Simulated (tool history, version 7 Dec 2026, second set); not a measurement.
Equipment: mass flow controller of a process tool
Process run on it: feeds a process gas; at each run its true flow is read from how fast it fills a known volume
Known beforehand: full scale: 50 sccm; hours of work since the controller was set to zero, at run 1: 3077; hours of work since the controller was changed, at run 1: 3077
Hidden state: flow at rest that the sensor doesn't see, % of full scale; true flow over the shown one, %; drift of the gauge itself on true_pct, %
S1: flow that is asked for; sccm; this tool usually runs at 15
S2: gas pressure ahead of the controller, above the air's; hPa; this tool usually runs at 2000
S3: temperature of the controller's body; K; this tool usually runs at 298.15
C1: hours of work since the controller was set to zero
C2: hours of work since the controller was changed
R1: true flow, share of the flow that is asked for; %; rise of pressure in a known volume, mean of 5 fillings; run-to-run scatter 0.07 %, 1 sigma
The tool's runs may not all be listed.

| run | day | S1 | S2 | S3 | C1 | C2 | R1 |
|---|---|---|---|---|---|---|---|
| 1 | 0.000 | 15 | 2000 | 298.15 | 3077 | 3077 | 99.14 |
| 2 | 4.875 | 15 | 1450 | 298.15 | 3155 | 3155 | 99.40 |
| 3 | 9.167 | 15 | 2000 | 298.15 | 3223 | 3223 | 99.28 |
| 4 | 13.996 | 15 | 2350 | 298.15 | 3300 | 3300 | 99.22 |
| 5 | 20.171 | 15 | 2350 | 298.15 | 3398 | 3398 | 99.25 |
| 6 | 25.429 | 15 | 1630 | 298.15 | 3482 | 3482 | 99.51 |
| 7 | 31.467 | 11 | 2260 | 298.15 | 3577 | 3577 | 99.37 |
| 8 | 35.904 | 11 | 2260 | 298.15 | 3648 | 3648 | 99.44 |

Run 9 has not been measured yet. What should we expect?
| 9 | 42.038 | 34 | 2260 | 301.15 | 3745 | 3745 | ? |

{"run 9": {"R1": 99.76}}
On a tool with no hidden condition, and with the same random variation, this run would have come out at R1 99.28 %.
